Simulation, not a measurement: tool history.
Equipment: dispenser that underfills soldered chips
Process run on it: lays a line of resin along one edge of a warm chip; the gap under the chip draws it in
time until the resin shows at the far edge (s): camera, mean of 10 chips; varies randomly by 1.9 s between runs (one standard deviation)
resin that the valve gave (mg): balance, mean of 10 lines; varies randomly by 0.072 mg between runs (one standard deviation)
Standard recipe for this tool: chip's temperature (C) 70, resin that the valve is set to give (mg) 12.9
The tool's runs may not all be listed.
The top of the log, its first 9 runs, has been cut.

run	hour	chip's temperature (C)	resin that the valve is set to give (mg)	time until the resin shows at the far edge (s)	resin that the valve gave (mg)
# hour 35.3: new syringe of resin
10	38.1	70	11.2	233.7	10.11
11	42.0	70	11.2	277.9	10.25
# hour 45.9: new syringe of resin
12	47.2	70	11.2	227.2	10.18
13	52.1	70	14.9	256.2	13.54
14	55.4	73	14.9	259.9	13.39
# hour 56.5: new syringe of resin
15	61.0	70	12.9	247.4	11.64
16	65.2	70	12.9	295.9	11.51
# hour 67.0: new syringe of resin
17	70.9	70	12.9	236.0	11.59
18	74.4	72	14.8	241.8	13.23
# hour 77.5: new syringe of resin
19	80.0	72	14.8	198.2	13.21
20	83.2	72	14.8	231.7	13.01
# hour 88.3: new syringe of resin
21	88.8	72	14.8	178.9	13.24
22	91.9	62	15.5	322.4	13.58
23	95.7	62	15.5	381.1	13.58
# hour 99.0: new syringe of resin
24	99.3	62	15.5	276.4	13.67
25	104.4	69	16.5	255.1	14.45
26	106.8	69	16.5	281.4	14.49
# hour 109.6: new syringe of resin
27	111.1	69	16.5	215.9	14.34
28	116.1	60	15.0	405.7	12.89
# hour 120.3: new syringe of resin
# hour 122.6: dispensing valve cleaned and set on the balance
29	123.2	60	15.0	331.2	14.95
30	127.0	85	15.9	136.4	15.73

Forecast each of these 5 alternatives for the next run:
A	129.9	74	11.5	?	?
B	129.9	62	14.9	?	?
C	129.9	65	13.2	?	?
D	129.9	78	11.3	?	?
E	129.9	57	12.3	?	?

run	time until the resin shows at the far edge (s)	resin that the valve gave (mg)
A	252.0	11.54
B	407.1	14.74
C	364.6	13.16
D	219.0	11.25
E	547.7	12.25
Take away the tool's hidden state, keep each run's random variation, and the runs would have read:
run	time until the resin shows at the far edge (s)	resin that the valve gave (mg)
A	163.0	11.62
B	262.8	14.83
C	235.4	13.25
D	141.9	11.32
E	352.8	12.33
